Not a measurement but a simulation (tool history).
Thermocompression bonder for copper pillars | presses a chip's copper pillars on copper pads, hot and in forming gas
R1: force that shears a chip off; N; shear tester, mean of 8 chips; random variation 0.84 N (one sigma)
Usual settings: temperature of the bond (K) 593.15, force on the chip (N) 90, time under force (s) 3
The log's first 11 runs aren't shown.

Run 12, day 27.979: usual settings but force on the chip (N) 115. Result: R1 107.4 N.
Run 13, day 30.692: usual settings. Result: R1 96.4 N.
Run 14, day 33.246: usual settings. Result: R1 95.2 N.
At day 34.796: force cell calibrated, once more.
Run 15, day 35.75: usual settings but time under force (s) 4. Result: R1 104.4 N.
At day 38.558: forming gas filter changed.
Run 16, day 38.896: usual settings. Result: R1 102.6 N.
Run 17, day 40.554: usual settings. Result: R1 101.5 N.
Run 18, day 43.146: usual settings but temperature of the bond (K) 592.15, force on the chip (N) 74, time under force (s) 4. Result: R1 100.5 N.
Run 19, day 45.321: usual settings but temperature of the bond (K) 598.15, force on the chip (N) 78, time under force (s) 8. Result: R1 118.2 N.
Run 20, day 47.842: usual settings but force on the chip (N) 58, time under force (s) 9. Result: R1 107.5 N.
Run 21, day 49.571: usual settings but force on the chip (N) 58, time under force (s) 9. Result: R1 106.8 N.
Run 22, day 51.271: usual settings but temperature of the bond (K) 613.15, force on the chip (N) 83, time under force (s) 9. Result: R1 126.4 N.
Run 23, day 53.729: usual settings but temperature of the bond (K) 615.15, force on the chip (N) 122, time under force (s) 2. Result: R1 114.1 N.
At day 56.571: forming gas filter changed.
Run 24, day 56.633: usual settings but temperature of the bond (K) 615.15, force on the chip (N) 122, time under force (s) 2. Result: R1 119.4 N.
Run 25, day 59.058: usual settings but temperature of the bond (K) 584.15, force on the chip (N) 55, time under force (s) 2. Result: R1 65.1 N.

Run 26 comes next. What will it give?
Run 26, day 61.833: usual settings but temperature of the bond (K) 584.15, force on the chip (N) 55, time under force (s) 2. Result: R1 ?.

{"run 26": {"R1": 64}}
Without the tool's hidden state the same run would have given R1 62.6 N.
